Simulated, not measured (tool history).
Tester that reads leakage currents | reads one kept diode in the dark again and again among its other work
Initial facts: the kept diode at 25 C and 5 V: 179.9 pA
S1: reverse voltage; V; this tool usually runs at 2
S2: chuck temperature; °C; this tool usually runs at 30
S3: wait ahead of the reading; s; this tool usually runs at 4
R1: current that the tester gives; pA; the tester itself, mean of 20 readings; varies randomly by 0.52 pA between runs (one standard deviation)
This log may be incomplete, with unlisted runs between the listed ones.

Run 1, day 0: usual settings. Result: R1 164.82 pA.
Run 2, day 4.154: usual settings. Result: R1 164.84 pA.
Run 3, day 8.6: usual settings. Result: R1 163.96 pA.
Run 4, day 11.279: usual settings but S2 38 °C. Result: R1 294.44 pA.
Run 5, day 14.854: usual settings but S2 38 °C. Result: R1 295.44 pA.
Run 6, day 18.733: usual settings but S2 38 °C, S3 0.35 s. Result: R1 294.91 pA.
Run 7, day 21.842: usual settings but S2 28 °C. Result: R1 138.21 pA.
Run 8, day 25.421: usual settings but S2 28 °C. Result: R1 138.35 pA.
Run 9, day 28.992: usual settings but S2 28 °C. Result: R1 137.33 pA.
Run 10, day 31.771: usual settings but S2 28 °C. Result: R1 136.79 pA.
Run 11, day 33.779: usual settings but S3 0.41 s. Result: R1 159.84 pA.
Run 12, day 35.9: usual settings but S1 8.28 V. Result: R1 323.19 pA.
Run 13, day 38.854: usual settings but S1 4.96 V. Result: R1 248.22 pA.
Run 14, day 40.725: usual settings but S1 4.96 V. Result: R1 247.87 pA.
Run 15, day 43.392: usual settings but S1 4.96 V. Result: R1 248.32 pA.

Run 16 comes next. What will it give?
Run 16, day 46.75: usual settings but S1 4.96 V. Result: R1 ?.

Logged for run 16: R1 246.13 pA.
Were there no unlogged condition in the tool, this run, its random variation unchanged, would have produced R1 265.92 pA.
